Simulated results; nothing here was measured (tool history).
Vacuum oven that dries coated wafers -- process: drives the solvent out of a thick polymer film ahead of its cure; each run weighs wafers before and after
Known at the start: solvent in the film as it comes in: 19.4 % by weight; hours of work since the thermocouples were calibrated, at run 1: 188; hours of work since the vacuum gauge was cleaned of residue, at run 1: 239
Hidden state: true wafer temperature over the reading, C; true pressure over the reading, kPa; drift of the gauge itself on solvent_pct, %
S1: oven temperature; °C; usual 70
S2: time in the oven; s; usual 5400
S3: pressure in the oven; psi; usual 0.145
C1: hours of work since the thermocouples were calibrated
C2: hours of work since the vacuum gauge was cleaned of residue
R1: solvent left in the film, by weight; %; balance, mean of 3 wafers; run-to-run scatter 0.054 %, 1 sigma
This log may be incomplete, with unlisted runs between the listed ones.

run 1 hour=0 | S1=70 S2=5400 S3=0.145 | C1=188 C2=239 | R1=2.13
run 2 hour=22.5 | S1=70 S2=5400 S3=0.277 | C1=205 C2=255 | R1=2.73
run 3 hour=47.8 | S1=70 S2=5400 S3=0.277 | C1=223 C2=274 | R1=2.73
run 4 hour=69.3 | S1=70 S2=5400 S3=0.277 | C1=239 C2=289 | R1=2.8
run 5 hour=86.6 | S1=70 S2=5400 S3=0.277 | C1=251 C2=302 | R1=2.96
run 6 hour=113.5 | S1=62 S2=5400 S3=0.145 | C1=271 C2=321 | R1=4.39
run 7 hour=135.2 | S1=70 S2=5400 S3=0.145 | C1=287 C2=337 | R1=2.18
run 8 hour=160.8 | S1=70 S2=5400 S3=0.145 | C1=305 C2=356 | R1=2.19
run 9 hour=194.3 | S1=70 S2=5400 S3=0.145 | C1=329 C2=380 | R1=2.19
run 10 hour=210.8 | S1=70 S2=5400 S3=0.145 | C1=341 C2=392 | R1=2.18
run 11 hour=240.1 | S1=70 S2=5400 S3=0.145 | C1=363 C2=413 | R1=2.22
run 12 hour=255.1 | S1=70 S2=5400 S3=0.508 | C1=373 C2=424 | R1=4.08
run 13 hour=284.6 | S1=70 S2=5400 S3=0.354 | C1=395 C2=445 | R1=3.41
run 14 hour=318.7 | S1=70 S2=5400 S3=0.354 | C1=420 C2=470 | R1=3.4
run 15 hour=339 | S1=70 S2=5400 S3=0.354 | C1=434 C2=485 | R1=3.38
run 16 hour=355.2 | S1=70 S2=5400 S3=0.145 | C1=446 C2=497 | R1=2.37
run 17 hour=377.3 | S1=70 S2=5400 S3=0.145 | C1=462 C2=513 | R1=2.2
run 18 hour=392.1 | S1=70 S2=5400 S3=0.145 | C1=473 C2=523 | R1=2.32
run 19 hour=416.7 | S1=70 S2=5400 S3=0.145 | C1=491 C2=541 | R1=2.27
run 20 hour=450.9 | S1=70 S2=5400 S3=0.145 | C1=516 C2=566 | R1=2.31
run 21 hour=481.3 | S1=70 S2=5400 S3=0.145 | C1=538 C2=588 | R1=2.41
run 22 hour=502.8 | S1=70 S2=6000 S3=0.294 | C1=553 C2=604 | R1=2.81
run 23 hour=525.9 | S1=70 S2=2820 S3=0.294 | C1=570 C2=620 | R1=5.93
run 24 hour=554.3 | S1=70 S2=5400 S3=0.467 | C1=591 C2=641 | R1=4.13
run 25 hour=589 | S1=70 S2=5400 S3=0.467 | C1=616 C2=666 | R1=4.19
run 26 hour=608.3 | S1=70 S2=5400 S3=0.467 | C1=630 C2=680 | R1=4.18
run 27 hour=644.9 | S1=70 S2=5280 S3=0.151 | C1=656 C2=707 | R1=2.48
run 28 hour=671.2 | S1=70 S2=8340 S3=0.084 | C1=675 C2=726 | R1=1.18
run 29 hour=700 | S1=59 S2=5400 S3=0.087 | C1=696 C2=747 | R1=5.61
run 30 hour=734.6 | S1=57 S2=9060 S3=0.145 | C1=721 C2=772 | R1=4.31
run 31 hour=754.9 | S1=70 S2=5400 S3=0.145 | C1=736 C2=787 | R1=2.45
run 32 hour=778.2 | S1=58 S2=4560 S3=0.56 | C1=753 C2=803 | R1=10.34
run 33 hour=810.5 | S1=58 S2=4560 S3=0.56 | C1=776 C2=827 | R1=10.24
run 34 hour=834.6 | S1=67 S2=4320 S3=0.406 | C1=794 C2=844 | R1=5.91
run 35 hour=867.4 | S1=66 S2=4200 S3=0.189 | C1=818 C2=868 | R1=5.06
run 36 hour=895.5 | S1=70 S2=3900 S3=0.145 | C1=838 C2=889 | R1=3.77
run 37 hour=928.5 | S1=70 S2=3900 S3=0.145 | C1=862 C2=912 | R1=3.83
run 38 hour=946.9 | S1=57 S2=3900 S3=0.145 | C1=875 C2=926 | R1=8.5
run 39 hour=976.1 | S1=57 S2=3900 S3=0.145 | C1=897 C2=947 | R1=8.44
run 40 hour=1012.1 | S1=71 S2=4140 S3=0.3 | C1=923 C2=973 | R1=4.04
run 41 hour=1043.1 | S1=71 S2=4140 S3=0.3 | C1=945 C2=996 | R1=4.17

Selected run-to-run steps in R1, each split into two signed amounts: the part the tool would show with no hidden state at all (from settings, incoming material and random variation), and the remainder, which goes to the hidden state together with any gauge scatter not common to the measured and the hidden-state-free results:
Run 28 -> 29: S1 70 -> 59, S2 8340 -> 5400, S3 0.084 -> 0.087. R1 +4.43 %: hidden state +0.45, all else +3.98.
Run 30 -> 31: S1 57 -> 70, S2 9060 -> 5400. R1 -1.86 %: hidden state -0.26, all else -1.6.
Run 31 -> 32: S1 70 -> 58, S2 5400 -> 4560, S3 0.145 -> 0.56. R1 +7.89 %: hidden state +0.4, all else +7.49.
Run 37 -> 38: S1 70 -> 57. R1 +4.67 %: hidden state +0.2, all else +4.47.

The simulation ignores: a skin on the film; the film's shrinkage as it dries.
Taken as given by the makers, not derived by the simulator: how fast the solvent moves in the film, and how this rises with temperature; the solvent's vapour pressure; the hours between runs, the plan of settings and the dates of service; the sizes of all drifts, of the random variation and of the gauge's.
